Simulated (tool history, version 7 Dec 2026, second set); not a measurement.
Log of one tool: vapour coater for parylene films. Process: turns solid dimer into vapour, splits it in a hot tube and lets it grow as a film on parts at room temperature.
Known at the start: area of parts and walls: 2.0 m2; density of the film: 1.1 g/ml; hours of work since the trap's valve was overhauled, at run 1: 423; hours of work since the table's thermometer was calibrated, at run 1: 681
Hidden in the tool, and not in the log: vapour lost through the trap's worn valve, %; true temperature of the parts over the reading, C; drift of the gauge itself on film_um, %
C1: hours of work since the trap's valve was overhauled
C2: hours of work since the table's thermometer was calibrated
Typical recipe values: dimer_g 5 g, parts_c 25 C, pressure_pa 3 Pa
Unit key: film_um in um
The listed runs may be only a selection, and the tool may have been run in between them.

Run 1, day 0: usual settings; C1 423; C2 681. Result: film_um 1.91 um.
Run 2, day 1.508: usual settings; C1 454; C2 712. Result: film_um 1.89 um.
Run 3, day 4.258: usual settings but pressure_pa 9.72 Pa; C1 511; C2 768. Result: film_um 1.61 um.
Run 4, day 6.767: usual settings but pressure_pa 9.72 Pa; C1 562; C2 819. Result: film_um 1.62 um.
Run 5, day 8.8: usual settings but pressure_pa 9.72 Pa; C1 604; C2 861. Result: film_um 1.62 um.
Run 6, day 10.358: usual settings but pressure_pa 4.09 Pa; C1 636; C2 893. Result: film_um 1.83 um.
Run 7, day 11.533: usual settings but parts_c 26 C; C1 660; C2 917. Result: film_um 1.82 um.
At day 13.021: trap's valve overhauled.
Run 8, day 14.179: usual settings but parts_c 26 C; C1 24; C2 968. Result: film_um 1.83 um.
Run 9, day 16.033: usual settings but parts_c 26 C; C1 62; C2 1006. Result: film_um 1.83 um.
Run 10, day 18.046: usual settings but parts_c 26 C; C1 103; C2 1047. Result: film_um 1.83 um.
Run 11, day 20.15: usual settings but parts_c 20 C; C1 146; C2 1090. Result: film_um 2.21 um.
Run 12, day 21.546: usual settings but parts_c 20 C; C1 175; C2 1119. Result: film_um 2.23 um.
Run 13, day 23.438: usual settings but parts_c 20 C; C1 213; C2 1158. Result: film_um 2.2 um.
Run 14, day 26.092: usual settings but parts_c 20 C; C1 268; C2 1212. Result: film_um 2.21 um.
Run 15, day 28.454: usual settings but parts_c 20 C; C1 316; C2 1261. Result: film_um 2.19 um.
Run 16, day 29.95: usual settings but parts_c 26 C, pressure_pa 2.2 Pa; C1 347; C2 1291. Result: film_um 1.88 um.
Run 17, day 32.158: usual settings but dimer_g 2 g, parts_c 19 C, pressure_pa 5.33 Pa; C1 392; C2 1336. Result: film_um 0.84 um.
Run 18, day 33.829: usual settings but dimer_g 2 g, parts_c 19 C, pressure_pa 5.33 Pa; C1 426; C2 1371. Result: film_um 0.83 um.
Run 19, day 35.533: usual settings but dimer_g 3 g, parts_c 34 C, pressure_pa 3.31 Pa; C1 461; C2 1406. Result: film_um 0.82 um.
Run 20, day 36.742: usual settings but dimer_g 3 g, parts_c 34 C, pressure_pa 3.31 Pa; C1 486; C2 1430. Result: film_um 0.83 um.
Run 21, day 39.321: usual settings but dimer_g 6 g, parts_c 22 C, pressure_pa 5.08 Pa; C1 539; C2 1483. Result: film_um 2.3 um.
Run 22, day 42.112: usual settings but parts_c 27 C, pressure_pa 11.68 Pa; C1 596; C2 1540. Result: film_um 1.46 um.
Run 23, day 44.042: usual settings but parts_c 27 C, pressure_pa 11.68 Pa; C1 636; C2 1580. Result: film_um 1.44 um.
At day 46.679: trap's valve overhauled.
Run 24, day 46.688: usual settings but parts_c 35 C, pressure_pa 2.29 Pa; C1 0; C2 1631. Result: film_um 1.37 um.
Run 25, day 48.808: usual settings but dimer_g 6 g, parts_c 23 C, pressure_pa 2.29 Pa; C1 44; C2 1674. Result: film_um 2.49 um.
Run 26, day 50.167: usual settings but dimer_g 6 g, parts_c 18 C, pressure_pa 7.89 Pa; C1 72; C2 1702. Result: film_um 2.46 um.
Run 27, day 51.717: usual settings but dimer_g 3 g, parts_c 23 C; C1 103; C2 1734. Result: film_um 1.19 um.
Run 28, day 52.879: usual settings but dimer_g 3 g, parts_c 23 C; C1 127; C2 1758. Result: film_um 1.2 um.

Per-run results on a tool with no hidden state, each run keeping its own random variation:
run  film_um
  1     1.91
  2      1.9
  3     1.62
  4     1.63
  5     1.63
  6     1.84
  7     1.83
  8     1.84
  9     1.84
 10     1.85
 11     2.23
 12     2.25
 13     2.23
 14     2.24
 15     2.22
 16     1.91
 17     0.85
 18     0.85
 19     0.84
 20     0.85
 21     2.34
 22     1.49
 23     1.47
 24      1.4
 25     2.56
 26     2.53
 27     1.22
 28     1.23
